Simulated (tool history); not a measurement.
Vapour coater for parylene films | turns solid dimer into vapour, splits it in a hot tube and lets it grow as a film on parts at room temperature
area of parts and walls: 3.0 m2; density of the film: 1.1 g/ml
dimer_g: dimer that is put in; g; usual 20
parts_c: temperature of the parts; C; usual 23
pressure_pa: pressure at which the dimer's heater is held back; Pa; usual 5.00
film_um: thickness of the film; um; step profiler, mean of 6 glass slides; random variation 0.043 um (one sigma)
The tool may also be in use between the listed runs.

| run | hour | dimer_g | parts_c | pressure_pa | film_um |
|---|---|---|---|---|---|
| 1 | 0.0 | 20 | 23 | 5.00 | 4.46 |
| 2 | 17.7 | 20 | 23 | 5.00 | 4.46 |
| 3 | 30.1 | 20 | 23 | 5.00 | 4.50 |
| 4 | 45.1 | 20 | 23 | 5.00 | 4.45 |
| 5 | 64.2 | 20 | 19 | 5.00 | 4.93 |
| 6 | 78.9 | 20 | 19 | 5.00 | 4.90 |
| 7 | 94.8 | 20 | 23 | 5.00 | 4.46 |
| 8 | 104.3 | 20 | 23 | 5.00 | 4.38 |
| 9 | 116.8 | 20 | 33 | 5.00 | 3.51 |
| 10 | 127.3 | 20 | 33 | 5.00 | 3.49 |
| 11 | 139.2 | 20 | 23 | 5.00 | 4.37 |
| 12 | 154.8 | 20 | 23 | 5.00 | 4.32 |
| 13 | 163.2 | 20 | 22 | 5.00 | 4.46 |
| 14 | 173.0 | 20 | 22 | 5.00 | 4.41 |
| 15 | 187.5 | 20 | 22 | 5.00 | 4.41 |
| 16 | 196.2 | 20 | 23 | 5.00 | 4.28 |
| 17 | 210.0 | 20 | 23 | 5.00 | 4.40 |
| 18 | 218.8 | 20 | 23 | 5.00 | 4.37 |
| 19 | 236.2 | 20 | 23 | 5.00 | 4.25 |
| 20 | 250.7 | 20 | 23 | 5.00 | 4.33 |
| 21 | 260.9 | 27 | 23 | 5.00 | 5.69 |
| 22 | 272.2 | 27 | 23 | 5.00 | 5.75 |
| 23 | 284.9 | 27 | 23 | 5.00 | 5.78 |
| 24 | 297.0 | 27 | 23 | 5.00 | 5.65 |
|  | 310.3 | trap's valve overhauled |
| 25 | 314.4 | 20 | 23 | 3.02 | 5.20 |
| 26 | 328.3 | 20 | 26 | 5.00 | 4.44 |
| 27 | 341.3 | 20 | 26 | 5.00 | 4.36 |
| 28 | 353.1 | 20 | 26 | 2.66 | 4.98 |
| 29 | 364.1 | 20 | 23 | 2.29 | 5.34 |
| 30 | 373.2 | 20 | 23 | 2.29 | 5.37 |
| 31 | 383.6 | 31 | 23 | 9.97 | 6.20 |
| 32 | 397.0 | 20 | 15 | 7.66 | 5.05 |
| 33 | 405.2 | 10 | 34 | 10.69 | 1.51 |
| 34 | 418.9 | 20 | 23 | 2.30 | 5.40 |
| 35 | 429.4 | 20 | 29 | 3.07 | 4.44 |
| 36 | 446.1 | 20 | 29 | 3.07 | 4.43 |
| 37 | 455.9 | 20 | 21 | 9.85 | 4.21 |
| 38 | 467.0 | 11 | 18 | 5.00 | 2.84 |
| 39 | 477.5 | 11 | 18 | 5.00 | 2.75 |
| 40 | 489.6 | 14 | 22 | 3.06 | 3.56 |
| 41 | 498.2 | 11 | 26 | 3.06 | 2.57 |
| 42 | 507.0 | 11 | 29 | 4.06 | 2.19 |
| 43 | 518.8 | 13 | 23 | 7.86 | 2.64 |
| 44 | 532.5 | 20 | 24 | 5.00 | 4.39 |
| 45 | 540.6 | 20 | 24 | 5.00 | 4.36 |
| 46 | 549.1 | 20 | 21 | 5.00 | 4.69 |
| 47 | 562.3 | 20 | 21 | 5.00 | 4.55 |

Forecast each of these 3 alternatives for the next run:
| A | 576.8 | 29 | 15 | 5.00 | ? |
| B | 576.8 | 34 | 21 | 5.00 | ? |
| C | 576.8 | 20 | 16 | 5.09 | ? |

| run | film_um |
|---|---|
| A | 7.75 |
| B | 7.76 |
| C | 5.12 |
Without the tool's hidden state the same runs would have given:
| run | film_um |
|---|---|
| A | 8.28 |
| B | 8.29 |
| C | 5.47 |

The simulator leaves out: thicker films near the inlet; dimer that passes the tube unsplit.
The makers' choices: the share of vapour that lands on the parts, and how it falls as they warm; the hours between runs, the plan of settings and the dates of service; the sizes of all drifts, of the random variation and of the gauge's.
